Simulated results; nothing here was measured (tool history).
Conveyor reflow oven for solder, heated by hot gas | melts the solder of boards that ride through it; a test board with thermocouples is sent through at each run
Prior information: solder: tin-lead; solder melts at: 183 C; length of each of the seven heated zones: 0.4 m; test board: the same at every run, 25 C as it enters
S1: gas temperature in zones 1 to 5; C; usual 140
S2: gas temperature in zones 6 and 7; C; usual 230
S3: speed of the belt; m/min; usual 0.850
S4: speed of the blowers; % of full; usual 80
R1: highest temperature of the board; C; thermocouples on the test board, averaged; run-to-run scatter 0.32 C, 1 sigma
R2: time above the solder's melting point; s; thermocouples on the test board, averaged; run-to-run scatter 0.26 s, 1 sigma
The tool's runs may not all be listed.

| run | hour | S1 | S2 | S3 | S4 | R1 | R2 |
|---|---|---|---|---|---|---|---|
| 1 | 0.0 | 140 | 230 | 0.850 | 80 | 206.6 | 35.0 |
| 2 | 9.7 | 140 | 230 | 0.850 | 80 | 206.6 | 34.7 |
| 3 | 16.8 | 140 | 230 | 0.850 | 80 | 206.6 | 34.7 |
| 4 | 25.6 | 140 | 230 | 0.850 | 80 | 206.9 | 34.5 |
|  | 30.4 | belt drive overhauled, speed set with a stopwatch |
| 5 | 38.8 | 140 | 230 | 0.850 | 80 | 207.2 | 34.6 |
| 6 | 49.4 | 140 | 243 | 0.850 | 80 | 216.5 | 42.0 |
|  | 55.2 | belt drive overhauled, speed set with a stopwatch, once more |
| 7 | 60.5 | 140 | 230 | 0.852 | 80 | 206.7 | 34.6 |
| 8 | 68.4 | 140 | 230 | 0.852 | 80 | 206.8 | 34.5 |
| 9 | 81.8 | 140 | 220 | 0.850 | 83 | 199.1 | 28.0 |

Predict the results of run 10:
| 10 | 94.2 | 140 | 230 | 0.908 | 57 | ? | ? |

Logged for run 10: R1 196.5 C, R2 21.1 s.
With no hidden state in the tool, this same run would have given R1 200.4 C, R2 25.5 s.
